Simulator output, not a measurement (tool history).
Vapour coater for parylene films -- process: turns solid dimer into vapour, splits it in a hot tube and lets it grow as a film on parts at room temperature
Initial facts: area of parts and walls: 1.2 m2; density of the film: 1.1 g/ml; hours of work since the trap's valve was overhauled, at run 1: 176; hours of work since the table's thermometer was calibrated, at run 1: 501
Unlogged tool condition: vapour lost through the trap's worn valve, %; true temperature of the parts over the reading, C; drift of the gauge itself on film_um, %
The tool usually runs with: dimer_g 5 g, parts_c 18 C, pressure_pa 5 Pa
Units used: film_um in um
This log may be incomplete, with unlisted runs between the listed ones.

| run | hour | dimer_g | parts_c | pressure_pa | hours of work since the trap's valve was overhauled | hours of work since the table's thermometer was calibrated | film_um |
|---|---|---|---|---|---|---|---|
| 1 | 0 | 5 | 18 | 5 | 176 | 501 | 2.302 |
| 2 | 7.8 | 5 | 18 | 5 | 182 | 508 | 2.318 |
| 3 | 21.7 | 5 | 18 | 5 | 193 | 519 | 2.296 |
| 4 | 37.8 | 5 | 18 | 6.72 | 206 | 531 | 2.232 |
| 5 | 55.2 | 2 | 18 | 5 | 219 | 545 | 0.928 |
| 6 | 63.6 | 2 | 18 | 5 | 226 | 552 | 0.928 |
| 7 | 79.4 | 5 | 20 | 5 | 239 | 564 | 2.122 |
| 8 | 89.2 | 5 | 20 | 5 | 246 | 572 | 2.12 |
| 9 | 104.5 | 5 | 20 | 5 | 258 | 584 | 2.104 |
| 10 | 114.2 | 5 | 20 | 5 | 266 | 592 | 2.124 |
| 11 | 130.4 | 5 | 20 | 5 | 279 | 605 | 2.118 |
| 12 | 139.5 | 5 | 18 | 4.29 | 286 | 612 | 2.334 |
|  | 141.4 | table's thermometer calibrated |
| 13 | 153.7 | 5 | 12 | 4.29 | 297 | 10 | 3.008 |
| 14 | 165.8 | 5 | 20 | 6.95 | 306 | 19 | 2.075 |
| 15 | 180.6 | 5 | 18 | 5 | 318 | 31 | 2.319 |
|  | 184.9 | table's thermometer calibrated, once more |
| 16 | 193.9 | 3 | 18 | 8.87 | 328 | 7 | 1.269 |
| 17 | 204.7 | 3 | 18 | 8.87 | 336 | 16 | 1.257 |
| 18 | 218.8 | 3 | 11 | 2.43 | 347 | 27 | 1.922 |
| 19 | 229.7 | 3 | 11 | 2.43 | 356 | 35 | 1.915 |

Predict each of these 3 candidate next runs independently; none follows another, all start after run 19:
| A | 240.2 | 3 | 11 | 2.47 | 364 | 44 | ? |
| B | 240.2 | 7 | 26 | 4.49 | 364 | 44 | ? |
| C | 240.2 | 8 | 12 | 9.28 | 364 | 44 | ? |

| run | film_um |
|---|---|
| A | 1.913 |
| B | 2.27 |
| C | 4.261 |
What these runs would have given with no unlogged condition in the tool:
| run | film_um |
|---|---|
| A | 1.988 |
| B | 2.36 |
| C | 4.429 |
